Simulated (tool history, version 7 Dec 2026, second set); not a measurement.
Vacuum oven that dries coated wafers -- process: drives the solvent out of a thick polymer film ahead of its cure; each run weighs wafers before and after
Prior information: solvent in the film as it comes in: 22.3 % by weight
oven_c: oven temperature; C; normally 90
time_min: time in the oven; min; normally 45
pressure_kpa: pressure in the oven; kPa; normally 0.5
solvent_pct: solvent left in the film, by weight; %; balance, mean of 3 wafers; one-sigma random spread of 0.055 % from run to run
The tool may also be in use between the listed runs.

run   hour  oven_c  time_min  pressure_kpa  solvent_pct
  1      0      90        45           0.5         2.97
  2   19.6      90        45           0.5         2.92
  3   41.1      90        45         1.194         3.38
  4   61.8      90        45         1.194         3.43
  5   74.3      90        45         0.687         3.12
  6    104     104        45           0.5         0.55
  7  118.8      90        45           0.5            3
  8  133.7      90        45           0.5          2.9
  9  149.8      90        45           0.5         3.02
 10  164.9      90        45           0.5         2.94
 11  191.7      90        45         0.999         3.31
 12  211.5      90        45         0.999         3.29
 13  233.5      90        36         1.018         4.54
 14  258.2      90        24           0.5         6.59
 15  270.9     102        36         0.706         1.22
 16  284.8      83        36         0.706         7.27
 17  309.7      92        27         0.251         5.01
 18  327.1      92        27         0.251         4.99

What if the next run were any one of these 4? Each begins from the tool's condition after run 18:
  A  345.9      98        44         0.341            ?
  B  345.9      80        26         0.393            ?
  C  345.9     101        45         0.844            ?
  D  345.9      92        38         1.458            ?

run  solvent_pct
  A         1.18
  B        10.36
  C         1.04
  D         3.96
Without the tool's hidden state the same runs would have given:
run  solvent_pct
  A         0.75
  B         9.47
  C         0.69
  D          3.2
